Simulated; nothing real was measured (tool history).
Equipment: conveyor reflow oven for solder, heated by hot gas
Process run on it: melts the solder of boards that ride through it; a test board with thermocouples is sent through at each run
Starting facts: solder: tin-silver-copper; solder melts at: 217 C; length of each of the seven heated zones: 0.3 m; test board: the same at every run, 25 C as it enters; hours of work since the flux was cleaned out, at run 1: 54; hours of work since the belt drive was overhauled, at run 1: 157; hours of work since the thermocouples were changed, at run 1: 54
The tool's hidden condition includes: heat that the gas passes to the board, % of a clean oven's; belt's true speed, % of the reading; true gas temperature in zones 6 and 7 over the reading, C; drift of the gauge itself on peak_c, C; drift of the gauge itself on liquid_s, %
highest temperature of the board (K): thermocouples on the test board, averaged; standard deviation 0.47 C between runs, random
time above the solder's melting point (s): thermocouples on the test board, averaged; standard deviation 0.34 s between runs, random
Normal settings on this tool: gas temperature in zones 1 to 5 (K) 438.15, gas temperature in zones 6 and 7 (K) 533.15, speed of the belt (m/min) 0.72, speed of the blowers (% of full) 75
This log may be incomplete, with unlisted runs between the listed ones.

run	day	gas temperature in zones 1 to 5 (K)	gas temperature in zones 6 and 7 (K)	speed of the belt (m/min)	speed of the blowers (% of full)	hours of work since the flux was cleaned out	hours of work since the belt drive was overhauled	hours of work since the thermocouples were changed	highest temperature of the board (K)	time above the solder's melting point (s)
1	0	438.15	533.15	0.72	75	54	157	54	516.65	30.6
2	4.292	438.15	533.15	0.679	75	131	234	131	517.95	33.2
3	8.2	438.15	533.15	0.679	75	201	304	201	517.15	33.4
# day 11.342: flux residue cleaned out of gas plates and filters
4	11.508	438.15	530.15	0.679	75	3	359	256	515.95	33.2
5	13.338	438.15	533.15	0.843	75	36	392	289	511.15	22.2
6	16.842	438.15	542.15	0.72	75	98	454	352	524.85	34.6
7	18.996	438.15	542.15	0.72	75	137	493	390	524.15	34.9
8	20.829	447.15	542.15	0.72	75	170	526	423	526.05	37
9	24.133	447.15	542.15	0.72	75	229	585	482	524.95	37
# day 25.642: flux residue cleaned out of gas plates and filters
10	27.692	447.15	542.15	0.72	75	37	645	542	526.55	38.1
11	31.896	447.15	542.15	0.72	75	112	720	617	525.85	38
12	34.004	447.15	542.15	0.72	75	150	758	655	526.65	37.4
13	38.2	447.15	542.15	0.72	75	225	833	730	525.95	37.6
# day 39.833: flux residue cleaned out of gas plates and filters
14	42.375	447.15	542.15	0.72	75	45	904	801	527.35	38.7
15	45.862	447.15	542.15	0.72	59	108	966	863	522.55	35.2
16	50.046	431.15	541.15	0.743	63	183	1041	938	518.05	28.5
# day 50.471: belt drive overhauled, speed set with a stopwatch
# day 54.217: flux residue cleaned out of gas plates and filters
17	54.671	438.15	525.15	0.72	67	8	71	1014	511.35	27.3
18	56.846	445.15	548.15	0.726	87	47	110	1053	535.75	41.4
19	60.308	445.15	548.15	0.728	68	109	172	1115	530.85	39.2
20	62.588	445.15	548.15	0.728	68	150	213	1156	530.55	38.6
21	65.438	431.15	548.15	0.81	73	201	264	1207	524.35	29.1
22	67.6	443.15	533.15	0.796	75	240	303	1246	515.45	26.9
# day 68.5: flux residue cleaned out of gas plates and filters
23	71.633	430.15	529.15	0.839	72	56	371	1314	508.65	20
# day 75.6: belt drive overhauled, speed set with a stopwatch, once more
24	76.067	450.15	539.15	0.839	50	132	8	1391	512.75	23.1
25	79.762	438.15	541.15	0.72	75	199	74	1457	525.15	35.2
# day 82.188: thermocouples of zones 6 and 7 changed
# day 83.112: flux residue cleaned out of gas plates and filters
26	83.242	438.15	541.15	0.72	75	2	132	15	523.25	34.2
27	85.888	438.15	541.15	0.72	75	50	179	62	523.15	34.1
28	87.65	438.15	541.15	0.72	75	81	210	94	522.35	33.9
29	91.538	437.15	537.15	0.801	62	151	280	164	510.55	21.2

3 ways to go on from here, each from the tool as it stands after run 29. What would each give?
A	95.238	442.15	546.15	0.72	75	217	346	230	?	?
B	95.238	438.15	533.15	0.72	56	217	346	230	?	?
C	95.238	440.15	537.15	0.734	62	217	346	230	?	?

run	highest temperature of the board (K)	time above the solder's melting point (s)
A	526.85	36.8
B	509.35	23
C	515.05	27
What these runs would have given with no unlogged condition in the tool:
run	highest temperature of the board (K)	time above the solder's melting point (s)
A	528.35	37.7
B	510.55	24.3
C	516.45	28.1
